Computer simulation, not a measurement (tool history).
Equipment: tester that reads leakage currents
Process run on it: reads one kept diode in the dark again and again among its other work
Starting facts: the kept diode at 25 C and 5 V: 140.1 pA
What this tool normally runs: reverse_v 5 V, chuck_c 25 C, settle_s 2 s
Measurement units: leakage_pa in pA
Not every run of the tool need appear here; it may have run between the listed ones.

| run | hour | reverse_v | chuck_c | settle_s | leakage_pa |
|---|---|---|---|---|---|
| 1 | 0 | 5 | 25 | 2 | 152.05 |
| 2 | 64.7 | 5 | 25 | 2 | 153.56 |
| 3 | 146.5 | 5 | 25 | 2 | 155.87 |
| 4 | 202.1 | 5 | 28 | 2 | 200.22 |
| 5 | 296 | 5 | 25 | 2 | 158.61 |
| 6 | 344.1 | 5 | 25 | 2 | 160.83 |
| 7 | 397.7 | 5 | 25 | 2 | 161.68 |
| 8 | 465.2 | 5 | 25 | 2 | 163.13 |
| 9 | 552 | 1.87 | 33 | 0.45 | 213.6 |
| 10 | 615.5 | 1.87 | 33 | 0.45 | 215.84 |
| 11 | 676.4 | 9.2 | 33 | 0.38 | 395.8 |
| 12 | 729.4 | 9.27 | 25 | 0.39 | 219.9 |
| 13 | 778.5 | 5 | 25 | 0.88 | 170.95 |
|  | 796.2 | probe card cleaned and baked |
| 14 | 825.3 | 3.83 | 37 | 0.88 | 383.71 |
| 15 | 916.1 | 13.17 | 44 | 0.67 | 1025.46 |
| 16 | 954.9 | 1.96 | 53 | 1.25 | 1002.93 |

Alternative continuations, all from the tool just after run 16; predict every row:
| A | 1014.1 | 2.17 | 53 | 7.15 | ? |
| B | 1014.1 | 1.96 | 53 | 0.45 | ? |
| C | 1014.1 | 2.89 | 39 | 2 | ? |
| D | 1014.1 | 18.19 | 25 | 3.79 | ? |

| run | leakage_pa |
|---|---|
| A | 1047.19 |
| B | 1009.79 |
| C | 412.07 |
| D | 262.98 |
Without the tool's hidden state the same runs would have given:
| run | leakage_pa |
|---|---|
| A | 929.47 |
| B | 896.36 |
| C | 361.32 |
| D | 223.19 |
